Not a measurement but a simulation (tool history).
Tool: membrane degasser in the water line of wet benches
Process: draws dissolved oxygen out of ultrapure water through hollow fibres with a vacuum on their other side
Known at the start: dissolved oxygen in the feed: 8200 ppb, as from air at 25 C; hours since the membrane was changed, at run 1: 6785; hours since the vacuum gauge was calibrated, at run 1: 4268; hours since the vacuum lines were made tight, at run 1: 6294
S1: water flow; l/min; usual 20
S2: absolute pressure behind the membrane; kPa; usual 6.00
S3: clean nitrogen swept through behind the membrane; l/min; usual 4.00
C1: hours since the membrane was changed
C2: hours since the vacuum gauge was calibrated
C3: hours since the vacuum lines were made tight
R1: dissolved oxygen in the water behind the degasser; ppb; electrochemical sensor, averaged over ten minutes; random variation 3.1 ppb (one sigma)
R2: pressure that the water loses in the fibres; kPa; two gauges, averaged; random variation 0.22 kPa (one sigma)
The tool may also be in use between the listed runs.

Run 1, hour 0.0: usual settings; C1 6785; C2 4268; C3 6294. Result: R1 307.6 ppb, R2 55.22 kPa.
Run 2, hour 150.8: usual settings but S1 15 l/min; C1 6936; C2 4418; C3 6445. Result: R1 137.4 ppb, R2 40.84 kPa.
Run 3, hour 266.6: usual settings but S1 15 l/min; C1 7051; C2 4534; C3 6561. Result: R1 137.5 ppb, R2 41.40 kPa.
Run 4, hour 384.6: usual settings but S1 15 l/min; C1 7169; C2 4652; C3 6679. Result: R1 139.4 ppb, R2 41.70 kPa.
Run 5, hour 646.2: usual settings; C1 7431; C2 4914; C3 6940. Result: R1 306.5 ppb, R2 55.23 kPa.
At hour 662.7: vacuum gauge calibrated.
Run 6, hour 829.8: usual settings but S3 2.98 l/min; C1 7614; C2 167; C3 7123. Result: R1 317.5 ppb, R2 54.98 kPa.
Run 7, hour 935.1: usual settings but S3 2.98 l/min; C1 7719; C2 272; C3 7229. Result: R1 323.8 ppb, R2 55.24 kPa.
Run 8, hour 1072.3: usual settings but S3 2.98 l/min; C1 7857; C2 410; C3 7366. Result: R1 313.8 ppb, R2 54.99 kPa.
Run 9, hour 1319.1: usual settings; C1 8103; C2 656; C3 7613. Result: R1 308.5 ppb, R2 55.51 kPa.
Run 10, hour 1434.9: usual settings but S1 26 l/min; C1 8219; C2 772; C3 7728. Result: R1 558.3 ppb, R2 71.47 kPa.
Run 11, hour 1651.7: usual settings but S1 26 l/min; C1 8436; C2 989; C3 7945. Result: R1 563.3 ppb, R2 71.41 kPa.
Run 12, hour 1774.8: usual settings but S1 26 l/min; C1 8559; C2 1112; C3 8068. Result: R1 557.3 ppb, R2 71.67 kPa.
Run 13, hour 1897.4: usual settings but S2 6.44 kPa, S3 7.26 l/min; C1 8682; C2 1235; C3 8191. Result: R1 295.3 ppb, R2 54.97 kPa.
Run 14, hour 2082.3: usual settings but S2 6.44 kPa, S3 7.26 l/min; C1 8867; C2 1420; C3 8376. Result: R1 288.5 ppb, R2 54.89 kPa.
Run 15, hour 2226.7: usual settings but S1 12 l/min, S2 10.30 kPa, S3 2.55 l/min; C1 9011; C2 1564; C3 8520. Result: R1 127.5 ppb, R2 33.05 kPa.
Run 16, hour 2368.7: usual settings but S1 12 l/min, S2 5.59 kPa, S3 2.55 l/min; C1 9153; C2 1706; C3 8662. Result: R1 73.2 ppb, R2 33.19 kPa.
Run 17, hour 2566.8: usual settings but S1 30 l/min, S2 5.59 kPa, S3 2.55 l/min; C1 9351; C2 1904; C3 8860. Result: R1 773.6 ppb, R2 82.82 kPa.
At hour 2756.8: seals of the vacuum lines changed.
Run 18, hour 2801.6: usual settings but S1 30 l/min, S2 5.59 kPa, S3 2.55 l/min; C1 9584; C2 2137; C3 45. Result: R1 770.2 ppb, R2 82.71 kPa.
Run 19, hour 2938.2: usual settings but S1 14 l/min, S2 7.15 kPa, S3 1.73 l/min; C1 9721; C2 2273; C3 181. Result: R1 159.4 ppb, R2 38.74 kPa.
Run 20, hour 3093.5: usual settings but S3 11.97 l/min; C1 9876; C2 2429; C3 337. Result: R1 280.4 ppb, R2 55.17 kPa.

The next listed run, before its measurement:
Run 21, hour 3203.1: usual settings but S2 14.94 kPa, S3 11.97 l/min; C1 9985; C2 2538; C3 446. Result: R1 ?, R2 ?.

R1: 321.9 ppb
R2: 55.16 kPa
Without the tool's hidden state the same run would have given R1 321.0 ppb, R2 55.11 kPa.
